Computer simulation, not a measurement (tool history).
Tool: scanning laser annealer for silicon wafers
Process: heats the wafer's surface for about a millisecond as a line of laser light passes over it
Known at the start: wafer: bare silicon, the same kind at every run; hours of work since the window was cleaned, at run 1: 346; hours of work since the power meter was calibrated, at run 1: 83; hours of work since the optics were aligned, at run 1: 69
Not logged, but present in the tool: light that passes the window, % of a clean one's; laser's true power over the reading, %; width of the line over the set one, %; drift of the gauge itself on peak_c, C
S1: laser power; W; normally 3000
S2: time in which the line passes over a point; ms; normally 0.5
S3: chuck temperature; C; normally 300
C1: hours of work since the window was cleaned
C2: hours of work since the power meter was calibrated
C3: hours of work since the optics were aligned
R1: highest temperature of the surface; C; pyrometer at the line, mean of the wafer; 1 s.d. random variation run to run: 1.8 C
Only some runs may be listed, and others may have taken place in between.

| run | hour | S1 | S2 | S3 | C1 | C2 | C3 | R1 |
|---|---|---|---|---|---|---|---|---|
| 1 | 0 | 3000 | 0.5 | 300 | 346 | 83 | 69 | 1048 |
| 2 | 14.3 | 3000 | 0.5 | 300 | 353 | 91 | 76 | 1057 |
| 3 | 25.5 | 3024 | 0.5 | 300 | 359 | 97 | 82 | 1060 |
| 4 | 37.9 | 3000 | 0.5 | 300 | 365 | 103 | 89 | 1050 |
| 5 | 53.3 | 3000 | 0.5 | 300 | 373 | 111 | 97 | 1051 |
| 6 | 64.2 | 3000 | 0.5 | 300 | 379 | 117 | 102 | 1055 |
| 7 | 79.4 | 3000 | 0.5 | 300 | 387 | 125 | 110 | 1051 |
| 8 | 86.6 | 3000 | 0.5 | 300 | 391 | 128 | 114 | 1047 |
| 9 | 102.3 | 3000 | 0.5 | 300 | 399 | 137 | 122 | 1052 |
| 10 | 115.2 | 3000 | 0.5 | 300 | 406 | 143 | 129 | 1042 |
| 11 | 131.4 | 3000 | 0.5 | 300 | 414 | 152 | 137 | 1048 |
| 12 | 144.7 | 3000 | 0.5 | 300 | 421 | 159 | 144 | 1045 |
| 13 | 151.5 | 3000 | 0.5 | 300 | 424 | 162 | 148 | 1045 |
|  | 161.7 | window over the wafer cleaned |
| 14 | 163.4 | 3000 | 0.5 | 300 | 1 | 167 | 153 | 1075 |
| 15 | 176.9 | 3000 | 0.5 | 294 | 8 | 174 | 160 | 1073 |
| 16 | 186 | 3182 | 0.573 | 300 | 13 | 179 | 165 | 1200 |
| 17 | 200.9 | 3182 | 0.434 | 300 | 20 | 187 | 172 | 1082 |
| 18 | 212.8 | 3182 | 0.434 | 300 | 27 | 193 | 179 | 1079 |
| 19 | 227.1 | 3182 | 0.434 | 300 | 34 | 201 | 186 | 1075 |

What if the next run were any one of these 5? Each begins from the tool's condition after run 19:
| A | 239.4 | 3216 | 0.5 | 300 | 40 | 207 | 193 | ? |
| B | 239.4 | 3182 | 0.434 | 337 | 40 | 207 | 193 | ? |
| C | 239.4 | 2642 | 0.553 | 327 | 40 | 207 | 193 | ? |
| D | 239.4 | 3252 | 0.434 | 300 | 40 | 207 | 193 | ? |
| E | 239.4 | 2890 | 0.5 | 300 | 40 | 207 | 193 | ? |

| run | R1 |
|---|---|
| A | 1142 |
| B | 1112 |
| C | 1020 |
| D | 1099 |
| E | 1036 |
The same runs, with their run-to-run variation unchanged, on a tool lacking any hidden condition would have given:
| run | R1 |
|---|---|
| A | 1152 |
| B | 1121 |
| C | 1028 |
| D | 1108 |
| E | 1044 |
